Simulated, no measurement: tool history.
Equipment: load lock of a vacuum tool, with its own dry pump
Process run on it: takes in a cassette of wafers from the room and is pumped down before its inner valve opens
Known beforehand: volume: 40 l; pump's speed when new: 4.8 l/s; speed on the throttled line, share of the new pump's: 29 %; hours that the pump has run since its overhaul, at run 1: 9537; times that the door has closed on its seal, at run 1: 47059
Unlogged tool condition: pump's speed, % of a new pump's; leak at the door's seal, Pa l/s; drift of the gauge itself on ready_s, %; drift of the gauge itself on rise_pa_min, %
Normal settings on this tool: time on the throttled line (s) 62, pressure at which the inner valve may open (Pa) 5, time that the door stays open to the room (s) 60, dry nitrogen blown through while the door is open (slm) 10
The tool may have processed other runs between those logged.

run	hour	time on the throttled line (s)	pressure at which the inner valve may open (Pa)	time that the door stays open to the room (s)	dry nitrogen blown through while the door is open (slm)	hours that the pump has run since its overhaul	times that the door has closed on its seal	incoming humidity of the room's air, %	time from the closed door until the inner valve may open (s)	rise of the pressure with all valves shut (Pa/min)
1	0	62	5	60	10	9537	47059	44	138	0.164
2	208.7	62	5	60	15	9746	48088	43.5	137.8	0.158
3	457.3	62	5	60	10	9994	49316	42.5	138.5	0.164
4	664.1	62	5	60	10	10201	50336	45.2	139.4	0.179
5	888.3	62	9	60	10	10425	51442	43.9	133.3	0.183
6	998.2	62	5	60	10	10535	51984	47.1	139.5	0.189
7	1187.1	62	5	60	10	10724	52916	44.1	139.9	0.181
8	1379.4	62	5	26	10	10916	53865	47.8	140.2	0.182
9	1608.7	62	5	60	10	11146	54997	44.7	140.9	0.194
10	1863	59	5	60	10	11400	56252	49.1	137.5	0.203
11	1974.2	59	5	60	10	11511	56800	45.8	138.6	0.21
12	2145	59	5	60	10	11682	57643	41.8	139.4	0.2
13	2308.7	59	5	60	10	11846	58451	47.7	139.1	0.202
14	2498.8	52	5	239	10	12036	59389	47.2	134.4	0.239
15	2622.8	44	5	60	14	12160	60000	45.7	128.6	0.209
16	2739.7	44	5	60	14	12277	60578	38.5	129.6	0.205
# hour 2769.2: dry pump taken out, an overhauled one fitted
17	2966.1	44	5	60	14	197	61665	47.2	116.9	0.215
18	3169.6	86	5	60	10	400	62669	46.3	146.7	0.22
19	3402.7	79	5	93	10	634	63820	44.6	141.4	0.236
20	3664.2	122	5	60	10	895	65110	43.9	171.6	0.231
21	3925.4	122	5	60	10	1156	66398	46.8	174.1	0.237
22	4145.2	62	8	60	26	1376	67483	47.9	125	0.227
23	4390	50	8	60	26	1621	68691	48.8	117.5	0.237
24	4654.8	50	8	60	26	1886	69998	47.3	117.2	0.244

Predict each of these 4 candidate next runs independently; none follows another, all start after run 24:
A	4821.8	50	5	60	26	2053	70822	44.4	?	?
B	4821.8	62	9	60	10	2053	70822	44.9	?	?
C	4821.8	50	8	60	21	2053	70822	44.8	?	?
D	4821.8	57	8	48	11	2053	70822	44.6	?	?

run	time from the closed door until the inner valve may open (s)	rise of the pressure with all valves shut (Pa/min)
A	123	0.243
B	124.5	0.255
C	116.8	0.247
D	121.9	0.246
With the hidden condition removed and each run's random variation left untouched, the same runs would have given:
run	time from the closed door until the inner valve may open (s)	rise of the pressure with all valves shut (Pa/min)
A	121.3	0.037
B	122.9	0.052
C	115	0.043
D	120.2	0.044

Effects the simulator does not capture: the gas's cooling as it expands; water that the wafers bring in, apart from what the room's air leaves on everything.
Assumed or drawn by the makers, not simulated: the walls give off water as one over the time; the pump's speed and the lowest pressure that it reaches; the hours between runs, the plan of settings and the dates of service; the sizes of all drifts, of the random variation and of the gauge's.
